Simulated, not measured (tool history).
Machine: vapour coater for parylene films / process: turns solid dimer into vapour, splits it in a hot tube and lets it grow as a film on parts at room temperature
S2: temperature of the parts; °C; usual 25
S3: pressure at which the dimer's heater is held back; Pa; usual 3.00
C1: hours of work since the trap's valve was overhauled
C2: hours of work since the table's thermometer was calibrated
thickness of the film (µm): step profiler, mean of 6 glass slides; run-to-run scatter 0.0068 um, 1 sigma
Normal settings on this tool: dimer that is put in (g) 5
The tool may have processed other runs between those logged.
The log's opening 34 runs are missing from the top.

Run 35, day 20.750: usual settings but dimer that is put in (g) 3; C1 212; C2 825. Result: thickness of the film (µm) 0.720.
Run 36, day 21.221: usual settings but dimer that is put in (g) 3; C1 220; C2 832. Result: thickness of the film (µm) 0.728.
Run 37, day 21.967: usual settings but dimer that is put in (g) 8, S2 20 °C, S3 3.74 Pa; C1 232; C2 844. Result: thickness of the film (µm) 2.090.
Run 38, day 22.675: usual settings but dimer that is put in (g) 8, S2 20 °C, S3 3.74 Pa; C1 243; C2 856. Result: thickness of the film (µm) 2.086.
Run 39, day 23.283: usual settings but dimer that is put in (g) 2, S2 29 °C, S3 3.73 Pa; C1 253; C2 865. Result: thickness of the film (µm) 0.452.
Run 40, day 24.017: usual settings but S2 18 °C, S3 5.88 Pa; C1 264; C2 877. Result: thickness of the film (µm) 1.312.
Run 41, day 24.517: usual settings but dimer that is put in (g) 4; C1 272; C2 885. Result: thickness of the film (µm) 0.984.
Run 42, day 24.875: usual settings but dimer that is put in (g) 3, S2 19 °C, S3 3.08 Pa; C1 278; C2 891. Result: thickness of the film (µm) 0.802.
Run 43, day 25.383: usual settings but dimer that is put in (g) 2, S2 28 °C, S3 10.49 Pa; C1 286; C2 899. Result: thickness of the film (µm) 0.431.
Run 44, day 26.117: usual settings but dimer that is put in (g) 2, S2 19 °C, S3 2.28 Pa; C1 298; C2 911. Result: thickness of the film (µm) 0.548.
Run 45, day 26.854: usual settings but dimer that is put in (g) 2, S2 28 °C, S3 5.42 Pa; C1 310; C2 922. Result: thickness of the film (µm) 0.442.

4 ways to go on from here, each from the tool as it stands after run 45. What would each give?
Run A, day 27.521: usual settings but dimer that is put in (g) 2, S2 28 °C, S3 5.42 Pa; C1 320; C2 933. Result: thickness of the film (µm) ?.
Run B, day 27.521: usual settings but dimer that is put in (g) 8, S3 5.65 Pa; C1 320; C2 933. Result: thickness of the film (µm) ?.
Run C, day 27.521: usual settings but dimer that is put in (g) 3, S2 20 °C, S3 4.37 Pa; C1 320; C2 933. Result: thickness of the film (µm) ?.
Run D, day 27.521: usual settings but dimer that is put in (g) 4, S2 19 °C, S3 10.56 Pa; C1 320; C2 933. Result: thickness of the film (µm) ?.

run  thickness of the film (µm)
  A                       0.441
  B                       1.867
  C                       0.783
  D                       1.000
What these runs would have given with no unlogged condition in the tool:
run  thickness of the film (µm)
  A                       0.442
  B                       1.869
  C                       0.784
  D                       1.001
